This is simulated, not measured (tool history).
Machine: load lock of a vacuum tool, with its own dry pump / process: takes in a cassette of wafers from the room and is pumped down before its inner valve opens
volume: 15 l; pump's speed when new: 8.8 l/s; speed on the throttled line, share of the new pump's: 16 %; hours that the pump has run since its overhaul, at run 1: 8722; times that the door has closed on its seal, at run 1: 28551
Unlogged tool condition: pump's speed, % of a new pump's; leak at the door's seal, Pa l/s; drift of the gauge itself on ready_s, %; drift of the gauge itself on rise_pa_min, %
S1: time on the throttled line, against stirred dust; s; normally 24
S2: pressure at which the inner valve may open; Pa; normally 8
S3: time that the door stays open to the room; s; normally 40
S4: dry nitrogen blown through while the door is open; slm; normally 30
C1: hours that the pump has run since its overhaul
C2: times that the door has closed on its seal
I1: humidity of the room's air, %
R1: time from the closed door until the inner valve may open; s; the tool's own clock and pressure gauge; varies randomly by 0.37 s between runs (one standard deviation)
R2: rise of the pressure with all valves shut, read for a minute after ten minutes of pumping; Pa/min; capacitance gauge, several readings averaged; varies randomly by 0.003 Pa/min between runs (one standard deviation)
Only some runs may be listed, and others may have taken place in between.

Run 1, day 0.000: usual settings; C1 8722; C2 28551; I1 42.7. Result: R1 39.0 s, R2 0.219 Pa/min.
At day 8.142: door's seal changed, seat wiped.
Run 2, day 15.417: usual settings but S3 36 s; C1 9091; C2 285; I1 44.1. Result: R1 39.2 s, R2 0.034 Pa/min.
Run 3, day 25.100: usual settings but S3 169 s; C1 9323; C2 664; I1 46.0. Result: R1 39.4 s, R2 0.070 Pa/min.
Run 4, day 39.196: usual settings but S3 169 s; C1 9661; C2 1216; I1 45.4. Result: R1 39.6 s, R2 0.072 Pa/min.
Run 5, day 53.867: usual settings but S3 169 s; C1 10013; C2 1790; I1 46.8. Result: R1 39.2 s, R2 0.067 Pa/min.
Run 6, day 69.954: usual settings; C1 10399; C2 2420; I1 45.6. Result: R1 40.1 s, R2 0.046 Pa/min.
Run 7, day 85.871: usual settings; C1 10781; C2 3044; I1 44.2. Result: R1 39.5 s, R2 0.047 Pa/min.
Run 8, day 101.896: usual settings; C1 11166; C2 3671; I1 45.2. Result: R1 39.7 s, R2 0.047 Pa/min.
Run 9, day 113.754: usual settings; C1 11451; C2 4136; I1 45.4. Result: R1 40.2 s, R2 0.042 Pa/min.
Run 10, day 129.162: usual settings; C1 11820; C2 4739; I1 45.6. Result: R1 40.0 s, R2 0.044 Pa/min.
Run 11, day 139.879: usual settings; C1 12078; C2 5159; I1 47.1. Result: R1 40.2 s, R2 0.048 Pa/min.
Run 12, day 156.754: usual settings but S2 10 Pa; C1 12483; C2 5820; I1 45.6. Result: R1 40.2 s, R2 0.055 Pa/min.
Run 13, day 165.267: usual settings but S2 10 Pa, S4 15 slm; C1 12687; C2 6153; I1 45.5. Result: R1 39.6 s, R2 0.061 Pa/min.
Run 14, day 173.208: usual settings; C1 12878; C2 6464; I1 44.7. Result: R1 40.9 s, R2 0.055 Pa/min.
Run 15, day 186.638: usual settings; C1 13200; C2 6990; I1 44.0. Result: R1 40.4 s, R2 0.058 Pa/min.
Run 16, day 201.042: usual settings; C1 13546; C2 7554; I1 49.4. Result: R1 40.3 s, R2 0.058 Pa/min.
Run 17, day 214.154: usual settings but S1 28 s; C1 13860; C2 8068; I1 44.4. Result: R1 43.9 s, R2 0.060 Pa/min.
Run 18, day 222.962: usual settings but S1 28 s, S4 23 slm; C1 14072; C2 8412; I1 45.2. Result: R1 44.1 s, R2 0.069 Pa/min.
Run 19, day 233.171: usual settings but S3 94 s, S4 26 slm; C1 14317; C2 8812; I1 48.0. Result: R1 40.8 s, R2 0.081 Pa/min.
Run 20, day 250.904: usual settings but S1 43 s, S2 16 Pa, S3 94 s, S4 26 slm; C1 14742; C2 9507; I1 43.1. Result: R1 54.8 s, R2 0.081 Pa/min.
Run 21, day 267.333: usual settings but S1 43 s, S2 16 Pa, S3 94 s, S4 26 slm; C1 15137; C2 10150; I1 46.2. Result: R1 54.6 s, R2 0.088 Pa/min.
Run 22, day 278.108: usual settings but S3 26 s, S4 32 slm; C1 15395; C2 10572; I1 42.7. Result: R1 41.8 s, R2 0.068 Pa/min.
At day 286.975: dry pump taken out, an overhauled one fitted.
Run 23, day 296.704: usual settings but S1 13 s, S3 26 s, S4 32 slm; C1 233; C2 11290; I1 44.2. Result: R1 27.0 s, R2 0.068 Pa/min.
Run 24, day 314.533: usual settings but S1 13 s, S2 9 Pa, S3 26 s, S4 6 slm; C1 661; C2 11989; I1 47.2. Result: R1 26.9 s, R2 0.091 Pa/min.
Run 25, day 324.592: usual settings but S4 28 slm; C1 903; C2 12383; I1 44.9. Result: R1 37.0 s, R2 0.082 Pa/min.
Run 26, day 334.971: usual settings but S3 72 s, S4 16 slm; C1 1152; C2 12789; I1 46.8. Result: R1 37.0 s, R2 0.103 Pa/min.
Run 27, day 348.083: usual settings but S3 72 s, S4 16 slm; C1 1467; C2 13303; I1 47.8. Result: R1 36.9 s, R2 0.115 Pa/min.
Run 28, day 356.383: usual settings but S3 50 s; C1 1666; C2 13628; I1 43.4. Result: R1 37.2 s, R2 0.090 Pa/min.
Run 29, day 367.800: usual settings but S2 6 Pa, S4 45 slm; C1 1940; C2 14075; I1 45.7. Result: R1 38.0 s, R2 0.082 Pa/min.
Run 30, day 376.533: usual settings but S2 6 Pa, S4 45 slm; C1 2149; C2 14417; I1 46.6. Result: R1 37.6 s, R2 0.094 Pa/min.
Run 31, day 387.625: usual settings but S1 41 s, S3 67 s, S4 7 slm; C1 2416; C2 14851; I1 46.5. Result: R1 51.2 s, R2 0.135 Pa/min.
Run 32, day 404.146: usual settings but S1 29 s, S2 6 Pa; C1 2812; C2 15498; I1 43.7. Result: R1 42.0 s, R2 0.104 Pa/min.
Run 33, day 418.583: usual settings but S1 22 s, S4 21 slm; C1 3159; C2 16063; I1 47.9. Result: R1 35.8 s, R2 0.115 Pa/min.
Run 34, day 430.604: usual settings but S1 13 s, S2 7 Pa, S3 107 s, S4 5 slm; C1 3447; C2 16534; I1 44.6. Result: R1 28.5 s, R2 0.164 Pa/min.
Run 35, day 442.388: usual settings but S1 41 s, S2 9 Pa, S3 26 s, S4 23 slm; C1 3730; C2 16995; I1 44.8. Result: R1 50.6 s, R2 0.106 Pa/min.
Run 36, day 456.217: usual settings but S2 12 Pa, S3 35 s, S4 8 slm; C1 4062; C2 17537; I1 47.3. Result: R1 36.5 s, R2 0.125 Pa/min.

Describe how what the log doesn't record of the tool's condition differs between the last listed run preceding each entry between runs and the first listed run following it.
From run 1 to run 2: door's seal changed, seat wiped (day 8.142)
  pump's speed, % of a new pump's: 83.7 -> 83.1; leak at the door's seal, Pa l/s: 0.0484 -> 0.0029
  measured value less the no-hidden-state value, R1: +2.5 -> +2.6 s; R2: +0.187 -> +0.004 Pa/min
From run 22 to run 23: dry pump taken out, an overhauled one fitted (day 286.975)
  pump's speed, % of a new pump's: 72.8 -> 99.6; leak at the door's seal, Pa l/s: 0.0116 -> 0.0125
  measured value less the no-hidden-state value, R1: +4.8 -> +0.0 s; R2: +0.039 -> +0.043 Pa/min
